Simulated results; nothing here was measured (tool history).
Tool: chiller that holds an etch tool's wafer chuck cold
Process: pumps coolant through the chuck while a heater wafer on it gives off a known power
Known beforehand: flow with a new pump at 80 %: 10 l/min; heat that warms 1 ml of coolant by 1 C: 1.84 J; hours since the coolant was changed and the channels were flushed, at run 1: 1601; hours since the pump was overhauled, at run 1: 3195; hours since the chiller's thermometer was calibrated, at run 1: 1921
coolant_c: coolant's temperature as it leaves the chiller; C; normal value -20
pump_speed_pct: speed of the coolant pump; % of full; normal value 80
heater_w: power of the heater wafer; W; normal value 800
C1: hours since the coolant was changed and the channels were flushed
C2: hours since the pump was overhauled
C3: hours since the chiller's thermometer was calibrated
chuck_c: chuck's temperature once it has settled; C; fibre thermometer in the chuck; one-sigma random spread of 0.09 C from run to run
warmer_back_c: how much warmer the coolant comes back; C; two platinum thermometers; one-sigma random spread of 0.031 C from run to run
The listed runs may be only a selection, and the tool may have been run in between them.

Run 1, hour 0.0: usual settings; C1 1601; C2 3195; C3 1921. Result: chuck_c -14.38 C, warmer_back_c 2.61 C.
Run 2, hour 62.6: usual settings but pump_speed_pct 83 % of full; C1 1663; C2 3258; C3 1984. Result: chuck_c -14.40 C, warmer_back_c 2.49 C.
Run 3, hour 162.1: usual settings but pump_speed_pct 74 % of full; C1 1763; C2 3357; C3 2083. Result: chuck_c -14.01 C, warmer_back_c 2.86 C.
Run 4, hour 208.0: usual settings but pump_speed_pct 74 % of full; C1 1809; C2 3403; C3 2129. Result: chuck_c -13.99 C, warmer_back_c 2.89 C.
Run 5, hour 262.8: usual settings but pump_speed_pct 74 % of full; C1 1863; C2 3458; C3 2184. Result: chuck_c -13.88 C, warmer_back_c 2.86 C.
Run 6, hour 317.0: usual settings but pump_speed_pct 74 % of full; C1 1918; C2 3512; C3 2238. Result: chuck_c -13.88 C, warmer_back_c 2.89 C.
Run 7, hour 398.9: usual settings; C1 1999; C2 3594; C3 2320. Result: chuck_c -14.32 C, warmer_back_c 2.66 C.
Run 8, hour 453.9: usual settings; C1 2054; C2 3649; C3 2375. Result: chuck_c -14.24 C, warmer_back_c 2.62 C.

Expected results for the next run?
Run 9, hour 514.9: usual settings but coolant_c -13 C, pump_speed_pct 84 % of full; C1 2115; C2 3710; C3 2436. Result: chuck_c ?, warmer_back_c ?.

chuck_c: -7.65 C
warmer_back_c: 2.62 C
With no hidden state in the tool, this same run would have given chuck_c -7.66 C, warmer_back_c 2.54 C.
